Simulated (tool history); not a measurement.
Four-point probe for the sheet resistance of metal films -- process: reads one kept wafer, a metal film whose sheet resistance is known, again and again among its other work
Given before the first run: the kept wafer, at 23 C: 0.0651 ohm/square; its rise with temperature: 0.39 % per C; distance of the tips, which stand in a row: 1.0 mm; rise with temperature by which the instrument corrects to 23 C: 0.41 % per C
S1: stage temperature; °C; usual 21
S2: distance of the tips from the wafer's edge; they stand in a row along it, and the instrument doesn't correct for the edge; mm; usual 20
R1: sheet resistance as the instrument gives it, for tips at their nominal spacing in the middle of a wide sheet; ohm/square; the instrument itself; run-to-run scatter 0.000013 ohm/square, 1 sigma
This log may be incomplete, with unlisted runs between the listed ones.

run     day  S1  S2        R1
  1       0  21  20  0.065077
  2   2.275  21  20  0.065091
  3   5.446  21  20  0.065071
  4   8.633  21  11  0.065321
  5  11.858  21  11   0.06527
  6  13.733  21  11  0.065313
  7  15.808  21  11  0.065286
  8  18.158  21  11  0.065299
  9  20.158  21  11  0.065296
 10  22.183  21  20  0.065124
 11  25.471  21  20  0.065124
 12   27.05  21  20  0.065107
 13  30.175  21  20  0.065108
 14    32.9  21   8  0.065569
 15  34.771  32  50  0.064931
 16  37.629  27  16  0.065104
 17  39.833  19  20  0.065145
 18  42.925  19  20   0.06516
 19  44.521  23   6  0.065986
 20  47.233  18  14  0.065265
     47.417  -- stage's thermometer calibrated
 21  50.179  22  15  0.065201
 22  53.104  22  15  0.065188
     53.808  -- stage's thermometer calibrated, once more
 23    56.3  27  15   0.06525
 24  59.346  18  20  0.065257
 25  62.608  32   5  0.066403
 26  66.008  32  74  0.065027
 27  68.129  25  10  0.065479
 28  69.771  21   7  0.065862

Selected run-to-run steps in R1, each split into two signed amounts: the part the tool would show with no hidden state at all (from settings, incoming material and random variation), and the remainder, which goes to the hidden state together with any gauge scatter not common to the measured and the hidden-state-free results:
Hidden state present: inner tips' distance over the nominal, %; tips' flats over new ones', %; wafer's true temperature over the reading, C; drift of the gauge itself on sheet_ohm, %.
Run 20 -> 21: S1 18 -> 22, S2 14 -> 15, stage's thermometer calibrated. R1 -0.000064 ohm/square: hidden state -0.000008, all else -0.000056.
Run 22 -> 23: S1 22 -> 27, stage's thermometer calibrated, once more. R1 +0.000062 ohm/square: hidden state +0.000091, all else -0.000029.
Run 24 -> 25: S1 18 -> 32, S2 20 -> 5. R1 +0.001146 ohm/square: hidden state +0.000005, all else +0.001141.
Run 25 -> 26: S2 5 -> 74. R1 -0.001376 ohm/square: hidden state +0.000005, all else -0.001381.

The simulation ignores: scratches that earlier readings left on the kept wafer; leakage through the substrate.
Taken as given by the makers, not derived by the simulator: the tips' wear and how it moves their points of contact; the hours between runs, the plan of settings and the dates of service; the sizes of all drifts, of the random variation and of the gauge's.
